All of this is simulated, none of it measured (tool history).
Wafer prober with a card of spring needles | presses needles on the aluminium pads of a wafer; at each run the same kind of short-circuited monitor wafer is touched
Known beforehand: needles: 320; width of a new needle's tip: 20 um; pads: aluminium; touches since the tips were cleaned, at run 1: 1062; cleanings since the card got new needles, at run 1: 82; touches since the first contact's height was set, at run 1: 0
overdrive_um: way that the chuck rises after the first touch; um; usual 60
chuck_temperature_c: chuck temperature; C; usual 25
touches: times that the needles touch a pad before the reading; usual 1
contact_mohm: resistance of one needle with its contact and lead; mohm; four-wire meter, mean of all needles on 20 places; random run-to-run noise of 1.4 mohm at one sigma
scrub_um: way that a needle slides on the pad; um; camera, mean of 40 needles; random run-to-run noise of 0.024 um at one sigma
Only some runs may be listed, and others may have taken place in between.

| run | hour | overdrive_um | chuck_temperature_c | touches | touches since the tips were cleaned | cleanings since the card got new needles | touches since the first contact's height was set | contact_mohm | scrub_um |
|---|---|---|---|---|---|---|---|---|---|
| 1 | 0 | 60 | 25 | 1 | 1062 | 82 | 0 | 125 | 11.62 |
|  | 8.7 | tips cleaned on abrasive film |
|  | 19.5 | tips cleaned on abrasive film |
|  | 31.3 | tips cleaned on abrasive film |
| 2 | 34.7 | 67 | 25 | 1 | 2365 | 85 | 24500 | 120 | 12.97 |
|  | 41.9 | tips cleaned on abrasive film |
|  | 52.7 | tips cleaned on abrasive film |
| 3 | 54 | 60 | 25 | 2 | 930 | 87 | 38165 | 119 | 11.6 |
|  | 62.5 | tips cleaned on abrasive film |
|  | 72.4 | tips cleaned on abrasive film |
|  | 82.8 | tips cleaned on abrasive film |
| 4 | 87.3 | 60 | 30 | 1 | 3210 | 90 | 61678 | 124 | 11.63 |
|  | 93.9 | tips cleaned on abrasive film |
| 5 | 102.5 | 60 | 30 | 1 | 6160 | 91 | 72449 | 125 | 11.62 |
|  | 104.1 | tips cleaned on abrasive film |
|  | 114.2 | tips cleaned on abrasive film |
|  | 125.2 | tips cleaned on abrasive film |
| 6 | 125.2 | 60 | 30 | 1 | 0 | 94 | 88431 | 126 | 11.63 |
|  | 136.5 | tips cleaned on abrasive film |
| 7 | 142.9 | 60 | 25 | 2 | 4554 | 95 | 100988 | 121 | 11.67 |
|  | 148.4 | tips cleaned on abrasive film |
|  | 158.9 | tips cleaned on abrasive film |
| 8 | 168.3 | 54 | 25 | 1 | 6665 | 97 | 118906 | 127 | 10.54 |
|  | 170.8 | tips cleaned on abrasive film |
|  | 182.4 | tips cleaned on abrasive film |
|  | 193.1 | tips cleaned on abrasive film |
| 9 | 197.7 | 54 | 28 | 2 | 3296 | 100 | 139708 | 126 | 10.44 |
|  | 204.9 | tips cleaned on abrasive film |
|  | 215.5 | tips cleaned on abrasive film |
|  | 222.7 | height of the first contact set anew |
| 10 | 225.2 | 55 | 28 | 3 | 6724 | 102 | 1786 | 128 | 10.65 |
|  | 227.7 | tips cleaned on abrasive film |
|  | 239.1 | tips cleaned on abrasive film |
| 11 | 240.5 | 72 | 25 | 2 | 1027 | 104 | 12579 | 117 | 13.94 |
|  | 249.5 | tips cleaned on abrasive film |
|  | 261.3 | tips cleaned on abrasive film |
| 12 | 262.9 | 46 | 25 | 1 | 1187 | 106 | 28396 | 132 | 8.88 |
|  | 272.6 | tips cleaned on abrasive film |
|  | 283.5 | tips cleaned on abrasive film |
| 13 | 284.5 | 53 | 83 | 1 | 695 | 108 | 43627 | 139 | 10.24 |
|  | 293.5 | tips cleaned on abrasive film |
|  | 304.1 | tips cleaned on abrasive film |
| 14 | 310.1 | 53 | 83 | 1 | 4319 | 110 | 61762 | 138 | 10.26 |
|  | 314.2 | tips cleaned on abrasive film |
|  | 324.3 | tips cleaned on abrasive film |
| 15 | 328.8 | 52 | 25 | 3 | 3199 | 112 | 74939 | 127 | 10.07 |
|  | 335.2 | tips cleaned on abrasive film |
|  | 345.6 | tips cleaned on abrasive film |
|  | 355.9 | tips cleaned on abrasive film |
| 16 | 355.9 | 53 | 121 | 3 | 0 | 115 | 94038 | 144 | 10.26 |

Here are 4 independent what-if runs from the current tool condition. What would each one return?
|  | 366.4 | tips cleaned on abrasive film |
| A | 373.2 | 53 | 103 | 2 | 4858 | 116 | 106296 | ? | ? |
|  | 366.4 | tips cleaned on abrasive film |
| B | 373.2 | 60 | 29 | 1 | 4858 | 116 | 106296 | ? | ? |
|  | 366.4 | tips cleaned on abrasive film |
| C | 373.2 | 53 | 121 | 1 | 4858 | 116 | 106296 | ? | ? |
|  | 366.4 | tips cleaned on abrasive film |
| D | 373.2 | 79 | 25 | 2 | 4858 | 116 | 106296 | ? | ? |

| run | contact_mohm | scrub_um |
|---|---|---|
| A | 140 | 10.25 |
| B | 124 | 11.61 |
| C | 146 | 10.25 |
| D | 115 | 15.33 |
Had the tool no hidden state, the same runs would have come out as:
| run | contact_mohm | scrub_um |
|---|---|---|
| A | 140 | 10.25 |
| B | 123 | 11.61 |
| C | 146 | 10.25 |
| D | 115 | 15.33 |
